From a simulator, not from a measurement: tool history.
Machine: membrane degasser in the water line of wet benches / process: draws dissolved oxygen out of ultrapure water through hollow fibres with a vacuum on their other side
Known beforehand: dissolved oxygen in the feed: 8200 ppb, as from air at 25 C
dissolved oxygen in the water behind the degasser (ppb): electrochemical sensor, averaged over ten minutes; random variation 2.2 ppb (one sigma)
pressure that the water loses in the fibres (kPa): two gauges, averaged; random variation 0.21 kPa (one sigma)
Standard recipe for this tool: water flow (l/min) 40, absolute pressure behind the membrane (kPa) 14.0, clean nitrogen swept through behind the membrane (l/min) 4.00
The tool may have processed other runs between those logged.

run	hour	water flow (l/min)	absolute pressure behind the membrane (kPa)	clean nitrogen swept through behind the membrane (l/min)	dissolved oxygen in the water behind the degasser (ppb)	pressure that the water loses in the fibres (kPa)
1	0.0	40	14.0	4.00	281.9	48.48
2	22.2	40	14.0	4.00	283.1	47.93
3	65.5	40	14.0	4.00	282.6	48.42
4	103.8	45	14.0	4.00	320.6	54.04
5	125.5	40	14.0	4.00	281.7	47.96
# hour 139.2: vacuum gauge calibrated
6	165.7	40	8.9	4.00	160.3	47.82
7	189.9	29	14.0	4.00	191.0	34.96
8	233.1	40	21.4	4.00	439.1	48.25
9	277.5	40	14.0	4.00	277.9	48.04
10	305.5	40	14.0	4.88	233.1	48.26
11	342.9	40	14.0	4.00	275.7	48.38
12	363.9	40	14.0	4.23	260.8	48.16
13	387.6	40	14.0	4.23	261.6	48.27
14	421.8	39	14.0	4.00	269.2	47.05
15	448.3	39	14.0	4.00	269.1	47.57
16	470.5	39	14.0	4.00	268.0	47.19
17	513.1	25	14.0	4.00	167.0	30.27
18	533.3	45	28.4	4.00	656.7	54.43

For run 19, what comes out?
19	575.4	45	28.4	4.00	?	?

dissolved oxygen in the water behind the degasser (ppb): 653.8
pressure that the water loses in the fibres (kPa): 54.00
The same run, on a tool lacking any hidden state, would have yielded dissolved oxygen in the water behind the degasser (ppb) 646.8, pressure that the water loses in the fibres (kPa) 52.53.
